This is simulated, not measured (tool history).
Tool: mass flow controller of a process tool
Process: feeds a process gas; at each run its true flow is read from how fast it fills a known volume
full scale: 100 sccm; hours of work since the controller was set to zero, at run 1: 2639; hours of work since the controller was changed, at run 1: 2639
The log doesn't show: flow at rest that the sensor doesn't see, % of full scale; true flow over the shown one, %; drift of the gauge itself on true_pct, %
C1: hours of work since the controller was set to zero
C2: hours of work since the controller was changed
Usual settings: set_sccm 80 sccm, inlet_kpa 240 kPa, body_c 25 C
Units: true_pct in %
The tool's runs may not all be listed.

run 1 hour=0 | set_sccm=80 inlet_kpa=240 body_c=25 | C1=2639 C2=2639 | true_pct=100.01
run 2 hour=61.3 | set_sccm=80 inlet_kpa=240 body_c=25 | C1=2672 C2=2672 | true_pct=99.98
run 3 hour=145.1 | set_sccm=80 inlet_kpa=240 body_c=25 | C1=2718 C2=2718 | true_pct=99.99
run 4 hour=251.8 | set_sccm=80 inlet_kpa=240 body_c=25 | C1=2777 C2=2777 | true_pct=99.91
run 5 hour=345.7 | set_sccm=80 inlet_kpa=240 body_c=25 | C1=2829 C2=2829 | true_pct=99.82
run 6 hour=429 | set_sccm=80 inlet_kpa=240 body_c=25 | C1=2875 C2=2875 | true_pct=99.85
run 7 hour=523.4 | set_sccm=80 inlet_kpa=240 body_c=25 | C1=2927 C2=2927 | true_pct=99.8
run 8 hour=647.1 | set_sccm=80 inlet_kpa=240 body_c=25 | C1=2995 C2=2995 | true_pct=99.82
run 9 hour=730.4 | set_sccm=80 inlet_kpa=240 body_c=25 | C1=3040 C2=3040 | true_pct=99.72
run 10 hour=784.8 | set_sccm=28 inlet_kpa=169 body_c=26 | C1=3070 C2=3070 | true_pct=98.68
run 11 hour=899.8 | set_sccm=33 inlet_kpa=169 body_c=26 | C1=3134 C2=3134 | true_pct=98.56
run 12 hour=971.1 | set_sccm=33 inlet_kpa=169 body_c=26 | C1=3173 C2=3173 | true_pct=98.56
run 13 hour=1074.1 | set_sccm=40 inlet_kpa=156 body_c=22 | C1=3229 C2=3229 | true_pct=98.5
run 14 hour=1170.9 | set_sccm=66 inlet_kpa=271 body_c=33 | C1=3283 C2=3283 | true_pct=99.77
run 15 hour=1278.5 | set_sccm=15 inlet_kpa=201 body_c=33 | C1=3342 C2=3342 | true_pct=98.62
run 16 hour=1375.5 | set_sccm=15 inlet_kpa=201 body_c=33 | C1=3395 C2=3395 | true_pct=98.71

Hidden state or all else? Some run-to-run changes of true_pct, split into what the settings, what came in and random variation would give without the hidden state, and what is left for the hidden state (with any gauge scatter that isn't in both results):
Run 3 -> 4: no setting changed, nothing entered. true_pct -0.08 %: hidden state -0.06, all else -0.02.
Run 13 -> 14: set_sccm 40 -> 66, inlet_kpa 156 -> 271, body_c 22 -> 33. true_pct +1.27 %: hidden state -0.05, all else +1.32.
